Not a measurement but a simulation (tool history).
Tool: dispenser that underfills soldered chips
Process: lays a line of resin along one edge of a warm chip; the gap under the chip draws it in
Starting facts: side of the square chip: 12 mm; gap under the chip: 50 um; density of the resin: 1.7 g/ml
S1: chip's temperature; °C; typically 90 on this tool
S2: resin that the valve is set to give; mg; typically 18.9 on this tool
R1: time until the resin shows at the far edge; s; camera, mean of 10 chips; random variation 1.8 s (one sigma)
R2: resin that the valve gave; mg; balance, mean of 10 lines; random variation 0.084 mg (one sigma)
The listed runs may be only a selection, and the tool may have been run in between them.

run	hour	S1	S2	R1	R2
1	0	90	18.9	188.8	18.64
2	7	90	18.9	228	18.63
# hour 8.7: new syringe of resin
3	12.4	90	18.9	176.5	18.74
# hour 21.3: new syringe of resin
4	22.1	90	18.9	176.6	18.55
5	31.3	90	18.9	217.6	18.51
# hour 34.4: new syringe of resin
6	39.6	90	18.9	199.7	18.62
7	45.2	90	18.9	223.8	18.28
# hour 47.3: new syringe of resin
8	54.2	90	18.9	198.1	18.38
# hour 59.9: new syringe of resin
9	59.9	90	18.9	170	18.31
10	64.5	102	18.9	113.2	18.14
11	68.6	102	18.9	125.6	18.28
# hour 71.1: dispensing valve cleaned and set on the balance
# hour 73.6: new syringe of resin
12	74.6	102	18.9	101.8	18.95
13	79.3	94	16.5	163.6	16.4
# hour 86.5: new syringe of resin
14	86.6	91	16.5	166.1	16.49
15	92.6	94	18	162.9	18
# hour 99.2: new syringe of resin
16	101.5	99	21.5	117.7	21.2
17	110.9	99	21.5	145.6	21.2
# hour 112: new syringe of resin
18	118.5	78	20.4	342.6	20.33
# hour 124.7: new syringe of resin
19	125.2	80	20.2	272	19.81
20	133.8	80	20.2	328.1	19.74

Here are 3 independent what-if runs from the current tool condition. What would each one return?
# hour 137.4: new syringe of resin
A	142	90	22	?	?
# hour 137.4: new syringe of resin
B	142	90	17.2	?	?
# hour 137.4: new syringe of resin
C	142	99	21.9	?	?

run	R1	R2
A	187.3	21.48
B	188.9	16.76
C	123.3	21.25
With no hidden state in the tool, these same runs would have given:
run	R1	R2
A	178.7	22.06
B	179.5	17.22
C	117.3	21.83
